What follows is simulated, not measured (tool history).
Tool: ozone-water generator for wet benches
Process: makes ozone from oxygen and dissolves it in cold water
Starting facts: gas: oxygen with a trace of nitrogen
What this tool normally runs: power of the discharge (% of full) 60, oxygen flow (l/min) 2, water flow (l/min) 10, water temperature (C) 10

run    hour  power of the discharge (% of full)  oxygen flow (l/min)  water flow (l/min)  water temperature (C)  dissolved ozone (ppm)  ozone in the gas ahead of the water (g/m3)
  1       0                                  60                    2                  10                     10                     24                                       236.9
  2   112.7                                  40                    2                  10                     10                   18.9                                       186.3
  3   224.4                                  40                    2                  10                     10                   18.8                                       187.8
  4   389.6                                  40                    2                  10                     10                   18.8                                       188.8
  5   550.4                                  97                    2                  10                     10                   31.6                                       317.4
  6   646.8                                  68                    2                  10                     10                   25.4                                       254.7
  7   764.5                                  68                    2                  10                     10                   25.6                                       254.5
  8   865.1                                  60                    2                  10                     10                   23.8                                       237.6
  9   958.4                                  60                    2                  10                     10                   23.8                                       237.1
 10  1066.1                                  60                    2                   8                     10                   29.3                                       239.4
     1156.1  -- water thermometer calibrated
 11  1180.5                                  60                    2                   8                     10                   29.3                                       238.3
 12  1307.6                                  60                    2                  10                     10                   24.1                                       238.4
 13  1463.5                                  60                    2                  10                     10                   23.6                                       240.1
 14  1596.7                                  60                    2                  10                     10                   23.9                                         241
 15  1731.1                                  60                    2                  10                     10                   23.9                                         238
 16  1820.3                                  60                    2                  10                     10                   23.9                                       241.8
 17  1971.1                                  60                    2                  10                     10                   23.8                                       240.8
 18  2053.9                                  98                 1.38                   7                     15                   36.4                                       364.9
 19  2217.3                                  49                 2.97                   8                     12                   27.6                                       187.8
 20  2330.8                                  58                 1.36                   7                     13                   27.1                                         267
 21  2459.1                                  58                 1.89                   7                     14                   29.4                                       241.8
 22  2581.3                                  58                 1.89                   7                     14                   29.9                                       239.9
 23  2719.5                                  58                 1.89                   7                     14                   29.6                                       240.4
 24  2835.9                                  71                    2                   9                     13                   27.5                                         266
 25  2952.1                                  53                    2                   9                     16                   22.5                                       222.4
 26  3039.5                                  89                 1.64                   9                      6                   32.2                                       325.1
 27  3133.5                                  51                  2.9                  10                     10                   24.5                                       195.2
 28  3254.8                                  57                 2.55                  12                     11                   20.8                                       217.2
 29  3379.5                                  57                 2.55                  12                     11                     21                                       215.8
 30  3515.4                                  60                 1.08                   8                      9                   23.3                                         296
 31    3646                                  60                 1.08                   8                      9                   23.3                                       294.1
 32  3763.3                                  60                 1.95                  11                      9                   21.7                                       243.6

Below are 5 alternative next runs, each starting from the tool's condition after run 32. Predict each:
  A  3862                                  60                 1.08                  10                     12                      ?                                           ?
  B  3862                                  68                 3.15                  10                     10                      ?                                           ?
  C  3862                                  60                    2                  13                     10                      ?                                           ?
  D  3862                                  89                 1.95                  11                      9                      ?                                           ?
  E  3862                                  60                 1.95                  12                      9                      ?                                           ?

run  dissolved ozone (ppm)  ozone in the gas ahead of the water (g/m3)
  A                   18.4                                         295
  B                   29.4                                       224.2
  C                   18.5                                       241.8
  D                   27.4                                       309.3
  E                   19.8                                       243.6
Without the tool's hidden state the same runs would have given:
run  dissolved ozone (ppm)  ozone in the gas ahead of the water (g/m3)
  A                   18.4                                       289.4
  B                   29.5                                       219.9
  C                   18.6                                       237.2
  D                   27.5                                       303.5
  E                   19.9                                         239
